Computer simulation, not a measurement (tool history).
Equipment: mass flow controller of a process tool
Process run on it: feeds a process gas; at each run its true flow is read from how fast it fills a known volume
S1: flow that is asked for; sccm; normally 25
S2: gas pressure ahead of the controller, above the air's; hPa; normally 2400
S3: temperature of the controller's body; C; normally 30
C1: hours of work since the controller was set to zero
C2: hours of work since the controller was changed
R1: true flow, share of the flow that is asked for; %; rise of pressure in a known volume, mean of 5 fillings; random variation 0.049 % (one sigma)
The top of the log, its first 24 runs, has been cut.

run     day  S1    S2  S3    C1    C2     R1
 25  59.742  25  2660  37  1253  1253  99.38
 26  62.271  15  2100  25  1290  1290  97.56
 27  63.821  15  2100  25  1313  1313  97.56
 28  66.329  15  2140  30  1350  1350  97.98
 29  67.979  15  2140  30  1375  1375  97.98
 30  70.862  13  1660  23  1418  1418   97.1
 31  72.683  13  1660  23  1444  1444  97.06
 32  74.896  13  1660  23  1477  1477  97.05
 33  76.417   9  1760  27  1500  1500  97.12

Run 34 has not been measured yet. What should we expect?
 34  78.246   9  2400  28  1527  1527   ?

{"run 34": {"R1": 97.58}}
The same run, on a tool lacking any hidden state, would have yielded R1 97.58 %.
